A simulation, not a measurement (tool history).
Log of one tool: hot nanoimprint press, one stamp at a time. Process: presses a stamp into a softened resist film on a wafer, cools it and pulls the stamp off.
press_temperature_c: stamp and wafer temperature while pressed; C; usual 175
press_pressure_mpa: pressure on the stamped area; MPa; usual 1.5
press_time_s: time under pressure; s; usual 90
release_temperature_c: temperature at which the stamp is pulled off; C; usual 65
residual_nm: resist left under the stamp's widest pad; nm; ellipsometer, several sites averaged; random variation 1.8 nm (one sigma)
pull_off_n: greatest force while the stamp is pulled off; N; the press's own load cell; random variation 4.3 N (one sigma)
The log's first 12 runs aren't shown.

run	hour	press_temperature_c	press_pressure_mpa	press_time_s	release_temperature_c	hours of work since the thermocouple was calibrated	imprints on the stamp's release coat	hours of work since the press's seals were changed	residual_nm	pull_off_n
13	585.6	175	1.5	90	55	226	151	850	291.3	283
14	629.6	175	1.5	56	65	257	277	881	337.8	228
15	655.3	175	1.5	85	65	276	351	899	299.6	231
16	689.1	176	0.94	60	53	300	448	923	359.6	308
17	734.9	175	1.5	90	56	332	579	956	293.8	291
# hour 770.1: stamp cleaned and given a new release coat
18	796.7	185	1.5	126	63	372	76	995	165.4	239
19	858	185	1.5	90	65	415	252	1039	191.7	232
20	893.7	166	2.02	47	65	441	355	1064	419.9	234
21	922.4	186	0.92	88	60	461	437	1085	230.2	266
22	948.1	170	1.5	90	69	479	511	1103	349.5	206
# hour 982.7: plate thermocouple calibrated
23	982.7	170	1.5	90	69	0	602	1126	350.6	215
# hour 1010.5: stamp cleaned and given a new release coat
24	1021.2	178	1.07	90	55	23	30	1149	293.1	293
25	1055	178	1.07	90	55	47	127	1173	290.3	295
26	1107.8	178	1.07	90	55	85	279	1210	291.4	296
# hour 1132.4: press's hydraulic seals changed and the load cell set to zero
27	1142.5	178	1.07	90	55	104	356	7	294.6	298
28	1191.8	175	1.73	154	55	139	497	42	229.9	298
29	1233.1	181	1.5	90	65	168	616	72	227.9	237
# hour 1252.7: stamp cleaned and given a new release coat
30	1286.5	184	1.5	90	65	202	97	105	199	229

Forecast each of these 3 alternatives for the next run:
A	1315.8	175	1.5	53	65	223	181	126	?	?
B	1315.8	175	1.5	90	62	223	181	126	?	?
C	1315.8	173	1.5	90	65	223	181	126	?	?

run	residual_nm	pull_off_n
A	342.7	236
B	291.3	247
C	317.3	226
Without the tool's hidden state the same runs would have given:
run	residual_nm	pull_off_n
A	343.3	236
B	292	247
C	318	225

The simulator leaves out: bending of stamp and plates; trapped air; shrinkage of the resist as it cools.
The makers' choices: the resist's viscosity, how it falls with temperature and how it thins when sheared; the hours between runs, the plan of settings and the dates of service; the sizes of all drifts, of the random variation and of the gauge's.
